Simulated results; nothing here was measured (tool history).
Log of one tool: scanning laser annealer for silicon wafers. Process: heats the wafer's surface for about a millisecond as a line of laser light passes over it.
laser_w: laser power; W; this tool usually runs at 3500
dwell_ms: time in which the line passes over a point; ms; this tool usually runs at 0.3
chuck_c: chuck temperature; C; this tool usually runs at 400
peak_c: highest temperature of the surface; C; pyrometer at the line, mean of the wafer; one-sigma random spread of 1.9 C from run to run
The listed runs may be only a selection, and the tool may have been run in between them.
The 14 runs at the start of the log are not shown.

run   hour  laser_w  dwell_ms  chuck_c  peak_c
 15   91.3     3611       0.3      400    1165
 16   95.9     3611       0.3      400    1165
 17  100.3     2988       0.3      400    1027
 18  109.7     2988       0.3      400    1030
 19  115.5     2988     0.213      380     909
 20  119.6     3604       0.3      369    1136
 21  124.8     3164       0.3      385    1050
 22    130     3164       0.3      385    1051
 23  137.9     3500       0.3      405    1146
 24  142.4     3500     0.215      381    1010
 25  146.6     3621     0.277      400    1135
 26  154.1     3845       0.3      400    1213
 27  158.6     3103     0.338      410    1101
 28  163.9     3500       0.3      429    1168
 29  168.4     3718     0.276      404    1158
 30  173.9     3262     0.232      404    1008
 31    180     3500     0.268      435    1127
 32  184.1     3500     0.268      435    1131
 33  189.2     2984     0.246      426     991
 34  193.7     2984     0.246      426     991
 35  197.6     3326     0.294      371    1062

Each row is a separate what-if for the run after 35, all from the same tool condition, not one after another. Results?
  A   203     3091       0.3      384       ?
  B   203     3029     0.294      371       ?
  C   203     3407     0.325      365       ?

run  peak_c
  A    1028
  B     996
  C    1111
The same runs, with their run-to-run variation unchanged, on a tool lacking any hidden condition would have given:
run  peak_c
  A    1047
  B    1015
  C    1134
